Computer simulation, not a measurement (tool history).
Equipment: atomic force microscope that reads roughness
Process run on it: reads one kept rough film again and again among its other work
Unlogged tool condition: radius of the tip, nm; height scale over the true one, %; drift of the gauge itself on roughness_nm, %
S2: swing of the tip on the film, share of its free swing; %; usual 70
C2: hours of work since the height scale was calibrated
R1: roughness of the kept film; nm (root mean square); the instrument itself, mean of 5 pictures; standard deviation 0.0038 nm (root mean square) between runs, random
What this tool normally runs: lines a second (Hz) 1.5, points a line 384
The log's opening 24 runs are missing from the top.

{"day": 13.829, "done": "new tip fitted"}
{"run": 25, "day": 14.342, "lines a second (Hz)": 2.22, "S2": 66, "points a line": 410, "pictures with this tip": 28, "C2": 798, "R1": 0.921}
{"run": 26, "day": 15.129, "lines a second (Hz)": 2.22, "S2": 66, "points a line": 410, "pictures with this tip": 70, "C2": 813, "R1": 0.922}
{"run": 27, "day": 15.608, "lines a second (Hz)": 1.02, "S2": 66, "points a line": 410, "pictures with this tip": 95, "C2": 821, "R1": 0.936}
{"run": 28, "day": 16.254, "lines a second (Hz)": 1.34, "S2": 70, "points a line": 409, "pictures with this tip": 130, "C2": 833, "R1": 0.923}
{"run": 29, "day": 16.904, "lines a second (Hz)": 1.34, "S2": 70, "points a line": 409, "pictures with this tip": 164, "C2": 844, "R1": 0.927}
{"run": 30, "day": 17.375, "lines a second (Hz)": 1.34, "S2": 70, "points a line": 409, "pictures with this tip": 190, "C2": 853, "R1": 0.922}
{"run": 31, "day": 17.862, "lines a second (Hz)": 1.5, "S2": 73, "points a line": 534, "pictures with this tip": 216, "C2": 862, "R1": 0.921}
{"day": 18.017, "done": "new tip fitted"}
{"run": 32, "day": 18.612, "lines a second (Hz)": 0.91, "S2": 86, "points a line": 384, "pictures with this tip": 31, "C2": 875, "R1": 0.914}
{"run": 33, "day": 19.4, "lines a second (Hz)": 0.91, "S2": 58, "points a line": 384, "pictures with this tip": 74, "C2": 889, "R1": 0.94}
{"run": 34, "day": 20.075, "lines a second (Hz)": 0.91, "S2": 58, "points a line": 359, "pictures with this tip": 109, "C2": 901, "R1": 0.934}
{"run": 35, "day": 20.729, "lines a second (Hz)": 0.91, "S2": 58, "points a line": 359, "pictures with this tip": 145, "C2": 913, "R1": 0.933}
{"run": 36, "day": 21.554, "lines a second (Hz)": 0.89, "S2": 70, "points a line": 384, "pictures with this tip": 189, "C2": 928, "R1": 0.936}
{"run": 37, "day": 22.042, "lines a second (Hz)": 0.75, "S2": 63, "points a line": 885, "pictures with this tip": 215, "C2": 936, "R1": 0.942}
{"day": 22.217, "done": "new tip fitted"}
{"run": 38, "day": 22.483, "lines a second (Hz)": 1.32, "S2": 70, "points a line": 384, "pictures with this tip": 14, "C2": 944, "R1": 0.926}
{"run": 39, "day": 23.262, "lines a second (Hz)": 1.5, "S2": 70, "points a line": 510, "pictures with this tip": 56, "C2": 958, "R1": 0.927}
{"run": 40, "day": 23.658, "lines a second (Hz)": 1.5, "S2": 70, "points a line": 510, "pictures with this tip": 77, "C2": 965, "R1": 0.926}
{"run": 41, "day": 24.025, "lines a second (Hz)": 1.5, "S2": 86, "points a line": 384, "pictures with this tip": 96, "C2": 972, "R1": 0.9}
{"run": 42, "day": 24.733, "lines a second (Hz)": 1.6, "S2": 80, "points a line": 384, "pictures with this tip": 134, "C2": 985, "R1": 0.916}
{"run": 43, "day": 25.571, "lines a second (Hz)": 1.5, "S2": 76, "points a line": 858, "pictures with this tip": 179, "C2": 1000, "R1": 0.922}
{"day": 26.425, "done": "new tip fitted"}
{"run": 44, "day": 26.438, "lines a second (Hz)": 1.63, "S2": 80, "points a line": 453, "pictures with this tip": 0, "C2": 1015, "R1": 0.907}
{"run": 45, "day": 27.262, "lines a second (Hz)": 2.75, "S2": 72, "points a line": 275, "pictures with this tip": 44, "C2": 1030, "R1": 0.9}
{"run": 46, "day": 27.854, "lines a second (Hz)": 1.59, "S2": 87, "points a line": 378, "pictures with this tip": 76, "C2": 1040, "R1": 0.892}

Here are 5 independent what-if runs from the current tool condition. What would each one return?
{"run": "A", "day": 28.296, "lines a second (Hz)": 2.44, "S2": 71, "points a line": 794, "pictures with this tip": 99, "C2": 1048, "R1": "?"}
{"run": "B", "day": 28.296, "lines a second (Hz)": 1.24, "S2": 70, "points a line": 372, "pictures with this tip": 99, "C2": 1048, "R1": "?"}
{"run": "C", "day": 28.296, "lines a second (Hz)": 1.5, "S2": 81, "points a line": 384, "pictures with this tip": 99, "C2": 1048, "R1": "?"}
{"run": "D", "day": 28.296, "lines a second (Hz)": 1.5, "S2": 58, "points a line": 520, "pictures with this tip": 99, "C2": 1048, "R1": "?"}
{"run": "E", "day": 28.296, "lines a second (Hz)": 2.3, "S2": 56, "points a line": 661, "pictures with this tip": 99, "C2": 1048, "R1": "?"}

run=A R1=0.907
run=B R1=0.929
run=C R1=0.909
run=D R1=0.936
run=E R1=0.933
Stripped of hidden state, with their random variation kept, the same runs would have yielded:
run=A R1=0.908
run=B R1=0.93
run=C R1=0.909
run=D R1=0.936
run=E R1=0.933
